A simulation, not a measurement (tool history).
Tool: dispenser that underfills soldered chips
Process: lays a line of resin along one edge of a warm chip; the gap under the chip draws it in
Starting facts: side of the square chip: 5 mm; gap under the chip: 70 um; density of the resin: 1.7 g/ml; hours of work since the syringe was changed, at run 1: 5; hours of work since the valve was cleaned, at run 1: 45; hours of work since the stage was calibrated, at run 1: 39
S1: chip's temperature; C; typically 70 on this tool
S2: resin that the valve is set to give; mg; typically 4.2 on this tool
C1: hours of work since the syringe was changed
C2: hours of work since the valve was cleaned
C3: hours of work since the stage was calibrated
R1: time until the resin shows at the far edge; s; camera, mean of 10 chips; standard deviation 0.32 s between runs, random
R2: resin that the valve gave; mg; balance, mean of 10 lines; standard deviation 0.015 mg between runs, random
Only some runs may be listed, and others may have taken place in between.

{"run": 1, "hour": 0.0, "S1": 70, "S2": 4.2, "C1": 5, "C2": 45, "C3": 39, "R1": 13.5, "R2": 4.13}
{"run": 2, "hour": 4.8, "S1": 71, "S2": 4.2, "C1": 8, "C2": 49, "C3": 43, "R1": 15.6, "R2": 4.13}
{"hour": 5.8, "done": "new syringe of resin"}
{"run": 3, "hour": 8.8, "S1": 71, "S2": 4.2, "C1": 2, "C2": 52, "C3": 46, "R1": 11.6, "R2": 4.14}
{"run": 4, "hour": 16.0, "S1": 71, "S2": 4.2, "C1": 8, "C2": 57, "C3": 51, "R1": 16.1, "R2": 4.13}
{"hour": 17.6, "done": "new syringe of resin"}
{"run": 5, "hour": 21.4, "S1": 71, "S2": 4.2, "C1": 3, "C2": 61, "C3": 55, "R1": 12, "R2": 4.11}
{"run": 6, "hour": 26.1, "S1": 63, "S2": 4.2, "C1": 6, "C2": 65, "C3": 58, "R1": 20.4, "R2": 4.14}
{"hour": 29.3, "done": "new syringe of resin"}
{"run": 7, "hour": 33.8, "S1": 70, "S2": 4.02, "C1": 3, "C2": 70, "C3": 64, "R1": 13, "R2": 3.9}
{"run": 8, "hour": 38.2, "S1": 70, "S2": 4.02, "C1": 7, "C2": 74, "C3": 67, "R1": 15.3, "R2": 3.95}
{"hour": 40.4, "done": "dispensing valve cleaned and set on the balance"}
{"hour": 42.1, "done": "new syringe of resin"}
{"run": 9, "hour": 46.6, "S1": 82, "S2": 4.02, "C1": 3, "C2": 4, "C3": 73, "R1": 8.1, "R2": 4.01}
{"run": 10, "hour": 51.4, "S1": 70, "S2": 5.07, "C1": 7, "C2": 8, "C3": 76, "R1": 15.2, "R2": 5.07}
{"hour": 54.1, "done": "new syringe of resin"}
{"run": 11, "hour": 57.0, "S1": 70, "S2": 5.07, "C1": 2, "C2": 12, "C3": 80, "R1": 12.6, "R2": 5.05}
{"run": 12, "hour": 62.7, "S1": 70, "S2": 5.07, "C1": 7, "C2": 17, "C3": 85, "R1": 14.8, "R2": 5.03}
{"hour": 65.7, "done": "new syringe of resin"}
{"run": 13, "hour": 68.6, "S1": 70, "S2": 5.07, "C1": 2, "C2": 21, "C3": 89, "R1": 11.5, "R2": 5.04}
{"run": 14, "hour": 73.5, "S1": 70, "S2": 5.07, "C1": 6, "C2": 24, "C3": 93, "R1": 14.3, "R2": 5.04}
{"hour": 77.7, "done": "new syringe of resin"}
{"run": 15, "hour": 80.2, "S1": 70, "S2": 5.06, "C1": 2, "C2": 29, "C3": 98, "R1": 11.9, "R2": 5.02}
{"run": 16, "hour": 88.1, "S1": 62, "S2": 4.2, "C1": 8, "C2": 35, "C3": 104, "R1": 22.4, "R2": 4.17}
{"hour": 89.6, "done": "new syringe of resin"}
{"run": 17, "hour": 93.0, "S1": 62, "S2": 4.2, "C1": 3, "C2": 39, "C3": 107, "R1": 17.6, "R2": 4.17}
{"run": 18, "hour": 98.0, "S1": 65, "S2": 4.2, "C1": 6, "C2": 43, "C3": 111, "R1": 18.6, "R2": 4.15}
{"hour": 101.4, "done": "new syringe of resin"}
{"run": 19, "hour": 106.9, "S1": 65, "S2": 3.91, "C1": 4, "C2": 49, "C3": 117, "R1": 16.9, "R2": 3.89}
{"hour": 113.1, "done": "new syringe of resin"}
{"run": 20, "hour": 113.3, "S1": 76, "S2": 3.86, "C1": 0, "C2": 54, "C3": 122, "R1": 9.5, "R2": 3.8}
{"run": 21, "hour": 120.9, "S1": 76, "S2": 3.86, "C1": 6, "C2": 59, "C3": 128, "R1": 11.7, "R2": 3.77}
{"hour": 124.6, "done": "new syringe of resin"}
{"run": 22, "hour": 129.8, "S1": 80, "S2": 4.12, "C1": 4, "C2": 66, "C3": 134, "R1": 8.9, "R2": 4.04}
{"run": 23, "hour": 135.4, "S1": 56, "S2": 4.05, "C1": 8, "C2": 70, "C3": 139, "R1": 29.3, "R2": 3.93}
{"hour": 136.2, "done": "new syringe of resin"}
{"run": 24, "hour": 139.7, "S1": 72, "S2": 4.74, "C1": 3, "C2": 73, "C3": 142, "R1": 11.1, "R2": 4.65}
{"hour": 142.1, "done": "dispensing valve cleaned and set on the balance"}
{"hour": 148.8, "done": "new syringe of resin"}
{"run": 25, "hour": 149.2, "S1": 79, "S2": 4.29, "C1": 0, "C2": 5, "C3": 148, "R1": 6.8, "R2": 4.3}
{"run": 26, "hour": 153.0, "S1": 79, "S2": 4.29, "C1": 3, "C2": 8, "C3": 151, "R1": 9.2, "R2": 4.29}
{"run": 27, "hour": 158.0, "S1": 81, "S2": 4.32, "C1": 7, "C2": 12, "C3": 155, "R1": 8.9, "R2": 4.29}
{"hour": 161.1, "done": "new syringe of resin"}
{"run": 28, "hour": 162.6, "S1": 57, "S2": 4.96, "C1": 1, "C2": 15, "C3": 158, "R1": 20, "R2": 4.91}
{"run": 29, "hour": 169.5, "S1": 71, "S2": 3.62, "C1": 6, "C2": 20, "C3": 163, "R1": 14.3, "R2": 3.6}
{"hour": 172.7, "done": "new syringe of resin"}
{"run": 30, "hour": 174.6, "S1": 71, "S2": 3.62, "C1": 1, "C2": 24, "C3": 167, "R1": 11.3, "R2": 3.55}
{"run": 31, "hour": 178.9, "S1": 71, "S2": 3.62, "C1": 5, "C2": 27, "C3": 170, "R1": 13.3, "R2": 3.57}
{"hour": 184.3, "done": "new syringe of resin"}
{"run": 32, "hour": 184.8, "S1": 71, "S2": 3.62, "C1": 0, "C2": 31, "C3": 174, "R1": 11.3, "R2": 3.59}
{"run": 33, "hour": 191.7, "S1": 82, "S2": 3.67, "C1": 6, "C2": 37, "C3": 179, "R1": 9, "R2": 3.64}
{"hour": 196.3, "done": "new syringe of resin"}
{"run": 34, "hour": 197.9, "S1": 82, "S2": 3.67, "C1": 1, "C2": 41, "C3": 184, "R1": 7.2, "R2": 3.64}
{"run": 35, "hour": 204.7, "S1": 75, "S2": 5.22, "C1": 6, "C2": 46, "C3": 189, "R1": 11.2, "R2": 5.13}

Difference, measured minus no-hidden-state, one row per run. Run-to-run variation is common to both terms; the gauge's own scatter need not be:
The tool's hidden condition here consists of: resin's viscosity, % of fresh resin's; dose that the valve gives, % of what is set; true chip temperature over the reading, C; drift of the gauge itself on fill_s, %; drift of the gauge itself on given_mg, %.
run=1 R1=+2.5 R2=-0.06
run=2 R1=+4.7 R2=-0.07
run=3 R1=+1.1 R2=-0.07
run=4 R1=+4.5 R2=-0.07
run=5 R1=+1.3 R2=-0.08
run=6 R1=+5 R2=-0.09
run=7 R1=+1.5 R2=-0.09
run=8 R1=+3.6 R2=-0.09
run=9 R1=+1 R2=+0
run=10 R1=+3.9 R2=+0
run=11 R1=+1 R2=-0.01
run=12 R1=+3.6 R2=-0.02
run=13 R1=+0.9 R2=-0.03
run=14 R1=+3.1 R2=-0.04
run=15 R1=+0.7 R2=-0.04
run=16 R1=+6.3 R2=-0.04
run=17 R1=+1.6 R2=-0.04
run=18 R1=+4.3 R2=-0.05
run=19 R1=+2.6 R2=-0.06
run=20 R1=+0 R2=-0.06
run=21 R1=+2.6 R2=-0.07
run=22 R1=+1.2 R2=-0.08
run=23 R1=+8.2 R2=-0.08
run=24 R1=+0.9 R2=-0.1
run=25 R1=-0.1 R2=-0.02
run=26 R1=+0.9 R2=-0.02
run=27 R1=+2.4 R2=-0.02
run=28 R1=+0.1 R2=-0.04
run=29 R1=+3.1 R2=-0.03
run=30 R1=+0.3 R2=-0.04
run=31 R1=+2.1 R2=-0.04
run=32 R1=-0.2 R2=-0.04
run=33 R1=+1.7 R2=-0.05
run=34 R1=+0.2 R2=-0.06
run=35 R1=+2.6 R2=-0.09
